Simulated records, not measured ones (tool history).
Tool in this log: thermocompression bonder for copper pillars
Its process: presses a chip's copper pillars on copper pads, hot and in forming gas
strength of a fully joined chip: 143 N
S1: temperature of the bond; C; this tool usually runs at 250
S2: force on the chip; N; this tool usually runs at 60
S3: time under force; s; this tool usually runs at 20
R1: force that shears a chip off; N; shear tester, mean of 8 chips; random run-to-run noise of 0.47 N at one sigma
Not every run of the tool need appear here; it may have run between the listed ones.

run 1 hour=0 | S1=250 S2=60 S3=20 | R1=102.4
run 2 hour=12.5 | S1=250 S2=60 S3=20 | R1=102.4
run 3 hour=19.9 | S1=250 S2=60 S3=12 | R1=88.9
run 4 hour=31.3 | S1=253 S2=60 S3=20 | R1=104.2
run 5 hour=40.7 | S1=253 S2=60 S3=20 | R1=103.8
run 6 hour=54.7 | S1=250 S2=60 S3=12 | R1=89
run 7 hour=62.2 | S1=250 S2=60 S3=12 | R1=88.5
run 8 hour=75.8 | S1=250 S2=60 S3=12 | R1=87.8
run 9 hour=82.9 | S1=240 S2=60 S3=51 | R1=116.1
run 10 hour=92.7 | S1=240 S2=60 S3=51 | R1=114.8
-- hour=97.2 heater calibrated with a thermocouple chip
run 11 hour=101.7 | S1=257 S2=57 S3=33 | R1=115.3
run 12 hour=113.2 | S1=257 S2=51 S3=15 | R1=92.6
-- hour=122.9 gauge calibrated
run 13 hour=123.4 | S1=243 S2=74 S3=17 | R1=100.2
run 14 hour=129.6 | S1=263 S2=88 S3=20 | R1=122.6
run 15 hour=140.3 | S1=235 S2=83 S3=20 | R1=102.4
run 16 hour=148.2 | S1=235 S2=83 S3=20 | R1=101.4

4 ways to go on from here, each from the tool as it stands after run 16. What would each give?
run A hour=160.9 | S1=235 S2=83 S3=13 | R1=?
run B hour=160.9 | S1=250 S2=77 S3=13 | R1=?
run C hour=160.9 | S1=256 S2=60 S3=20 | R1=?
run D hour=160.9 | S1=222 S2=59 S3=29 | R1=?

run=A R1=90.5
run=B R1=99.5
run=C R1=106
run=D R1=88.9
With no hidden state in the tool, these same runs would have given:
run=A R1=91.2
run=B R1=100.3
run=C R1=106.9
run=D R1=89.7
